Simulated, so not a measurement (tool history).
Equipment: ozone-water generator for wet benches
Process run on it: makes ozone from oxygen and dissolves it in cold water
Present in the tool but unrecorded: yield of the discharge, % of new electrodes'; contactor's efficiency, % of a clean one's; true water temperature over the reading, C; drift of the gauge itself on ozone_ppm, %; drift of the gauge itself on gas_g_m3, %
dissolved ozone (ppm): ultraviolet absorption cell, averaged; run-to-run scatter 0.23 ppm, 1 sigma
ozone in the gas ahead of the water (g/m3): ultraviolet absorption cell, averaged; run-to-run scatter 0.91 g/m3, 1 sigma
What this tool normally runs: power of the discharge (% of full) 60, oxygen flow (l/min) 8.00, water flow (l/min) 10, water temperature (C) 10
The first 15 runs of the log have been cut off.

| run | day | power of the discharge (% of full) | oxygen flow (l/min) | water flow (l/min) | water temperature (C) | hours of work since the electrodes were changed | hours of work since the contactor was cleaned | hours of work since the thermometer was calibrated | dissolved ozone (ppm) | ozone in the gas ahead of the water (g/m3) |
|---|---|---|---|---|---|---|---|---|---|---|
| 16 | 52.325 | 60 | 8.00 | 10 | 10 | 946 | 4262 | 3347 | 33.8 | 152.5 |
| 17 | 56.188 | 60 | 8.00 | 10 | 10 | 1010 | 4325 | 3411 | 33.4 | 152.2 |
| 18 | 60.475 | 60 | 8.00 | 10 | 10 | 1081 | 4396 | 3481 | 34.1 | 151.7 |
| 19 | 62.888 | 60 | 8.00 | 10 | 10 | 1120 | 4436 | 3521 | 33.7 | 151.2 |
| 20 | 65.221 | 50 | 10.01 | 8 | 11 | 1159 | 4474 | 3560 | 31.7 | 122.5 |
| 21 | 67.312 | 60 | 8.00 | 7 | 9 | 1193 | 4509 | 3594 | 41.4 | 152.1 |
| 22 | 72.496 | 60 | 8.00 | 7 | 9 | 1279 | 4594 | 3679 | 40.7 | 151.6 |
| 23 | 75.908 | 97 | 4.20 | 6 | 8 | 1335 | 4650 | 3736 | 66.5 | 272.6 |
| 24 | 78.933 | 93 | 8.00 | 10 | 10 | 1385 | 4700 | 3785 | 45.3 | 202.9 |
| 25 | 81.788 | 60 | 9.94 | 16 | 10 | 1432 | 4747 | 3832 | 24.9 | 139.0 |
| 26 | 86.338 | 60 | 9.94 | 16 | 10 | 1507 | 4822 | 3907 | 25.0 | 138.0 |
|  | 86.725 | water thermometer calibrated |
| 27 | 90.542 | 70 | 9.94 | 14 | 16 | 1576 | 4891 | 63 | 26.4 | 153.6 |
| 28 | 94.442 | 42 | 8.95 | 10 | 8 | 1640 | 4955 | 127 | 28.0 | 113.8 |
| 29 | 98.033 | 56 | 7.02 | 13 | 16 | 1699 | 5014 | 186 | 24.4 | 153.6 |
| 30 | 102.967 | 60 | 7.93 | 12 | 13 | 1780 | 5096 | 268 | 28.5 | 153.3 |
| 31 | 108.150 | 60 | 5.64 | 10 | 10 | 1866 | 5181 | 353 | 34.4 | 175.0 |
| 32 | 111.504 | 49 | 5.64 | 6 | 10 | 1921 | 5236 | 408 | 39.8 | 153.0 |

What if the next run were any one of these 5? Each begins from the tool's condition after run 32:
| A | 114.883 | 49 | 5.12 | 6 | 10 | 1977 | 5292 | 464 | ? | ? |
| B | 114.883 | 60 | 8.00 | 10 | 5 | 1977 | 5292 | 464 | ? | ? |
| C | 114.883 | 71 | 5.64 | 6 | 10 | 1977 | 5292 | 464 | ? | ? |
| D | 114.883 | 44 | 8.40 | 6 | 10 | 1977 | 5292 | 464 | ? | ? |
| E | 114.883 | 47 | 9.20 | 10 | 17 | 1977 | 5292 | 464 | ? | ? |

| run | dissolved ozone (ppm) | ozone in the gas ahead of the water (g/m3) |
|---|---|---|
| A | 40.7 | 160.8 |
| B | 37.6 | 151.0 |
| C | 50.6 | 195.6 |
| D | 34.5 | 122.6 |
| E | 24.1 | 122.5 |
What these runs would have given with no unlogged condition in the tool:
| run | dissolved ozone (ppm) | ozone in the gas ahead of the water (g/m3) |
|---|---|---|
| A | 40.7 | 160.9 |
| B | 37.6 | 151.1 |
| C | 50.7 | 195.8 |
| D | 34.5 | 122.6 |
| E | 24.2 | 122.6 |

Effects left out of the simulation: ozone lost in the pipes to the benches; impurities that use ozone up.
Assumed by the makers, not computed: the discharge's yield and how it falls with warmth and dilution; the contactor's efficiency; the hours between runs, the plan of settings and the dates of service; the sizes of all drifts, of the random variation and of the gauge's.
